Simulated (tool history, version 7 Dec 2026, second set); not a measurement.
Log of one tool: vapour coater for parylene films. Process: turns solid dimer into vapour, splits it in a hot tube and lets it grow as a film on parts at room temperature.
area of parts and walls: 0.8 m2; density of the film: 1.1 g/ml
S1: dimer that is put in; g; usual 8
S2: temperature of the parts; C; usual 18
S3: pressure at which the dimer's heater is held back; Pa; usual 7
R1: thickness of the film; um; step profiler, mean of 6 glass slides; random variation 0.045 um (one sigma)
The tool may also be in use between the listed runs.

Run 1, day 0: usual settings. Result: R1 4.46 um.
Run 2, day 0.792: usual settings. Result: R1 4.55 um.
Run 3, day 1.338: usual settings. Result: R1 4.48 um.
Run 4, day 1.967: usual settings. Result: R1 4.48 um.
Run 5, day 2.867: usual settings. Result: R1 4.45 um.
Run 6, day 3.375: usual settings. Result: R1 4.44 um.
Run 7, day 4.5: usual settings. Result: R1 4.95 um.
Run 8, day 5.504: usual settings but S2 14 C. Result: R1 5.5 um.
Run 9, day 6.438: usual settings but S2 14 C. Result: R1 5.42 um.
Run 10, day 7.4: usual settings but S2 14 C. Result: R1 5.43 um.
Run 11, day 7.912: usual settings but S2 26 C. Result: R1 3.85 um.
Run 12, day 8.917: usual settings but S2 26 C. Result: R1 3.82 um.
Run 13, day 9.729: usual settings but S2 26 C. Result: R1 3.86 um.
Run 14, day 10.467: usual settings but S2 17 C. Result: R1 4.87 um.
Run 15, day 11.242: usual settings but S2 12 C, S3 10.59 Pa. Result: R1 5.29 um.
Run 16, day 12.379: usual settings but S1 3 g. Result: R1 1.78 um.
Run 17, day 12.9: usual settings but S1 3 g. Result: R1 1.74 um.
Run 18, day 14.079: usual settings but S2 25 C. Result: R1 3.91 um.
Run 19, day 14.788: usual settings but S2 15 C, S3 5.45 Pa. Result: R1 5.22 um.
Run 20, day 15.383: usual settings but S1 5 g, S2 15 C, S3 9.65 Pa. Result: R1 3.04 um.
Run 21, day 15.988: usual settings but S1 5 g, S2 15 C, S3 9.65 Pa. Result: R1 3.01 um.
Run 22, day 16.983: usual settings but S1 5 g, S2 15 C, S3 9.65 Pa. Result: R1 2.98 um.
Run 23, day 17.696: usual settings but S1 6 g, S2 20 C. Result: R1 3.28 um.
Run 24, day 18.571: usual settings but S3 2.91 Pa. Result: R1 4.87 um.
Run 25, day 19.425: usual settings but S3 2.91 Pa. Result: R1 5.01 um.
Run 26, day 19.992: usual settings but S1 4 g, S2 28 C, S3 7.36 Pa. Result: R1 1.72 um.
Run 27, day 20.675: usual settings but S1 14 g, S2 13 C, S3 5.59 Pa. Result: R1 9.18 um.
Run 28, day 21.808: usual settings but S1 6 g, S2 27 C, S3 6.41 Pa. Result: R1 2.91 um.

Taken out of this log: 2 entries between the listed runs. Where each belongs, and how the hidden state differs across it:
Between runs 6 and 7: trap's valve overhauled (day 3.617)
  vapour lost through the trap's worn valve, %: 10.8 -> 0.9; true temperature of the parts over the reading, C: -0.01 -> 0
  measured less the result without the state, R1: -0.54 -> -0.04 um
Between runs 27 and 28: trap's valve overhauled (day 21.808)
  vapour lost through the trap's worn valve, %: 10.4 -> 0.7; true temperature of the parts over the reading, C: 0.12 -> 0.13
  measured less the result without the state, R1: -1.1 -> -0.03 um
